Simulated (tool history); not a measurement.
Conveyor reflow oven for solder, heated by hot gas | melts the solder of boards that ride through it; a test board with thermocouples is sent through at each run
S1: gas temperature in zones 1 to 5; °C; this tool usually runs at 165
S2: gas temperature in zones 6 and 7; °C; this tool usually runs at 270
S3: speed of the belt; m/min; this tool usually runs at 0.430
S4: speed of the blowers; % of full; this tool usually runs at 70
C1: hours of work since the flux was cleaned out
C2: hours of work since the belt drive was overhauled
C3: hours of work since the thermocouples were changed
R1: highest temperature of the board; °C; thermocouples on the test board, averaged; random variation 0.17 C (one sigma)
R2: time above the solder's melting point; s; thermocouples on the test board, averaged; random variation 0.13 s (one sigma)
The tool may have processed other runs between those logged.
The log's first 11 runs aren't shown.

run,hour,S1,S2,S3,S4,C1,C2,C3,R1,R2
12,103.7,165,270,0.430,70,95,489,278,257.0,74.7
13,110.4,165,270,0.430,70,99,492,282,257.2,74.9
14,118.8,165,270,0.430,70,103,497,286,256.8,74.7
15,127.6,165,270,0.430,70,108,501,291,256.7,74.9
16,135.2,165,270,0.430,70,112,505,295,257.0,74.9
17,146.6,163,270,0.430,70,118,511,301,256.2,73.9
18,154.3,165,270,0.375,85,122,515,305,263.4,93.8
19,166.3,165,270,0.513,80,128,522,311,253.6,59.4
20,173.8,150,277,0.430,70,132,526,315,260.9,72.5
# hour 178.4: belt drive overhauled, speed set with a stopwatch
21,186.3,151,270,0.430,70,137,4,320,254.8,68.3
22,192.1,165,270,0.344,71,140,7,323,263.1,102.2
23,201.7,162,263,0.490,82,145,12,328,248.7,58.0
24,207.5,162,263,0.490,82,148,15,331,248.8,58.0
25,213.8,162,263,0.490,82,151,19,334,248.6,58.0
26,224.2,165,270,0.400,53,156,24,339,254.3,77.2
27,231.0,173,268,0.448,64,160,28,343,253.1,71.6
# hour 237.6: belt drive overhauled, speed set with a stopwatch, once more
28,244.7,154,283,0.430,70,165,4,348,266.5,77.4
29,253.3,154,283,0.430,70,170,8,353,266.6,77.1
30,263.8,154,283,0.430,70,175,14,358,266.5,77.4
31,273.8,154,283,0.430,70,180,19,363,266.8,77.2

Each row is a separate what-if for the run after 31, all from the same tool condition, not one after another. Results?
A,278.8,150,270,0.414,70,183,22,366,?,?
B,278.8,165,273,0.518,53,183,22,366,?,?
C,278.8,161,283,0.430,79,183,22,366,?,?

run,R1,R2
A,255.1,70.2
B,245.0,48.0
C,269.9,82.0
Without the tool's unlogged condition, the same runs would have read:
run,R1,R2
A,255.2,71.0
B,245.3,48.7
C,270.1,82.4
